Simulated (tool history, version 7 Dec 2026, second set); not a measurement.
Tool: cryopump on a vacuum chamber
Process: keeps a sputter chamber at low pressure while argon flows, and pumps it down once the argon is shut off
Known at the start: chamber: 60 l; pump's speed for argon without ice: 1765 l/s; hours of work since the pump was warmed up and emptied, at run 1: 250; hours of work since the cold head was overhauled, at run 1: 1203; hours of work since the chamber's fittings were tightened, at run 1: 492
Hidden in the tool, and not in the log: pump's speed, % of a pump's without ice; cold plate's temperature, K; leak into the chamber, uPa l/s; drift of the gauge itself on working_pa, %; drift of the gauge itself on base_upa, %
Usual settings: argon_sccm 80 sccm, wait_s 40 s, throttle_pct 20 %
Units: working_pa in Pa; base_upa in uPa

| run | hour | argon_sccm | wait_s | throttle_pct | hours of work since the pump was warmed up and emptied | hours of work since the cold head was overhauled | hours of work since the chamber's fittings were tightened | working_pa | base_upa |
|---|---|---|---|---|---|---|---|---|---|
| 1 | 0.0 | 80 | 40 | 20 | 250 | 1203 | 492 | 0.3934 | 3.02 |
| 2 | 69.3 | 80 | 208 | 20 | 303 | 1256 | 545 | 0.3962 | 1.47 |
| 3 | 110.2 | 80 | 40 | 20 | 334 | 1287 | 576 | 0.4008 | 3.23 |
| 4 | 162.8 | 80 | 40 | 20 | 374 | 1327 | 616 | 0.3991 | 3.22 |
| 5 | 193.5 | 80 | 40 | 16 | 397 | 1350 | 640 | 0.4978 | 3.39 |
| 6 | 229.1 | 80 | 40 | 16 | 424 | 1377 | 667 | 0.5003 | 3.48 |
|  | 251.6 | pump warmed up, emptied and cooled again |
| 7 | 288.3 | 80 | 40 | 16 | 28 | 1418 | 708 | 0.4812 | 3.26 |
| 8 | 359.7 | 81 | 40 | 27 | 82 | 1473 | 762 | 0.2947 | 3.34 |
| 9 | 395.8 | 80 | 109 | 20 | 110 | 1500 | 789 | 0.3880 | 2.00 |
| 10 | 437.5 | 99 | 40 | 18 | 141 | 1532 | 821 | 0.5370 | 3.44 |
| 11 | 479.3 | 117 | 46 | 18 | 173 | 1564 | 853 | 0.6395 | 3.24 |

Forecast each of these 5 alternatives for the next run:
| A | 528.8 | 80 | 173 | 31 | 211 | 1601 | 891 | ? | ? |
| B | 528.8 | 80 | 272 | 29 | 211 | 1601 | 891 | ? | ? |
| C | 528.8 | 105 | 40 | 51 | 211 | 1601 | 891 | ? | ? |
| D | 528.8 | 97 | 168 | 19 | 211 | 1601 | 891 | ? | ? |
| E | 528.8 | 80 | 93 | 44 | 211 | 1601 | 891 | ? | ? |

| run | working_pa | base_upa |
|---|---|---|
| A | 0.2575 | 1.99 |
| B | 0.2751 | 1.75 |
| C | 0.2115 | 3.66 |
| D | 0.5023 | 1.97 |
| E | 0.1846 | 2.37 |
Without the tool's hidden state the same runs would have given:
| run | working_pa | base_upa |
|---|---|---|
| A | 0.2455 | 0.65 |
| B | 0.2631 | 0.45 |
| C | 0.1957 | 2.31 |
| D | 0.4877 | 0.65 |
| E | 0.1726 | 1.07 |
